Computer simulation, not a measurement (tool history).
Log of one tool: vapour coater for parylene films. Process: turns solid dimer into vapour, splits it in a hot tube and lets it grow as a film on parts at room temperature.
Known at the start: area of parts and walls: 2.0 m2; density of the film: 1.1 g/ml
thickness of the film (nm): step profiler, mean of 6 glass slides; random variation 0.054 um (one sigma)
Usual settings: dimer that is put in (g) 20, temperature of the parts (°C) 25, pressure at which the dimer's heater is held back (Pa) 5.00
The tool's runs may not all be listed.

run	hour	dimer that is put in (g)	temperature of the parts (°C)	pressure at which the dimer's heater is held back (Pa)	thickness of the film (nm)
1	0.0	20	25	5.00	6480
2	44.2	20	25	5.00	6440
3	85.6	20	25	5.00	6290
4	107.6	20	25	5.00	6360
5	131.3	20	25	5.00	6270
# hour 159.4: trap's valve overhauled
6	166.0	20	31	5.00	5190
7	196.1	20	31	5.00	5060
8	240.2	20	25	5.00	6750
9	272.6	20	36	5.00	3830
10	308.6	20	36	5.00	3890
11	327.8	20	36	5.00	3760
12	353.0	30	25	5.00	9660
13	377.6	20	25	5.00	6320
14	409.7	20	25	5.00	6260
15	431.1	20	25	5.00	6300
# hour 455.7: trap's valve overhauled
16	477.6	20	25	5.00	6950
17	517.3	20	25	5.00	6850
18	546.3	20	25	5.00	6910
19	567.5	20	25	5.00	6730
20	608.0	20	25	5.00	6740
21	626.6	20	25	5.00	6520
22	669.7	20	25	5.00	6580
23	693.1	20	25	5.00	6390
24	736.1	20	25	5.00	6330
# hour 751.0: trap's valve overhauled
25	774.9	27	22	5.00	10830
26	798.9	17	24	2.71	7100
27	833.1	23	25	2.23	9590
28	865.1	23	25	2.23	9250
29	905.4	24	25	7.24	7240
30	935.8	24	17	2.16	9920
31	974.9	18	28	5.00	5070
# hour 979.7: table's thermometer calibrated
32	997.2	18	28	5.00	5070
33	1035.5	18	28	5.00	4970
# hour 1048.3: trap's valve overhauled
34	1081.5	12	22	3.41	5330
35	1109.4	26	23	5.00	9960
36	1139.4	20	27	11.37	5110
37	1171.2	20	34	5.13	4280
38	1190.3	8	25	3.41	2940
39	1211.6	20	25	6.68	6270
# hour 1218.4: table's thermometer calibrated, once more
40	1232.7	20	25	4.36	6670
41	1266.8	11	22	2.06	4500
42	1311.1	11	22	2.06	4340
43	1332.5	34	22	9.84	10400
# hour 1344.7: trap's valve overhauled
44	1376.3	22	25	5.00	7560
45	1397.6	22	20	8.33	8700
46	1422.7	22	20	8.33	8460
47	1443.8	35	20	8.33	13330

4 ways to go on from here, each from the tool as it stands after run 47. What would each give?
A	1484.7	35	35	6.86	?
B	1484.7	35	20	3.87	?
C	1484.7	20	19	5.00	?
D	1484.7	35	27	9.10	?

run	thickness of the film (nm)
A	6560
B	14720
C	8380
D	9090
Without the tool's hidden state the same runs would have given:
run	thickness of the film (nm)
A	6930
B	15580
C	8880
D	9610

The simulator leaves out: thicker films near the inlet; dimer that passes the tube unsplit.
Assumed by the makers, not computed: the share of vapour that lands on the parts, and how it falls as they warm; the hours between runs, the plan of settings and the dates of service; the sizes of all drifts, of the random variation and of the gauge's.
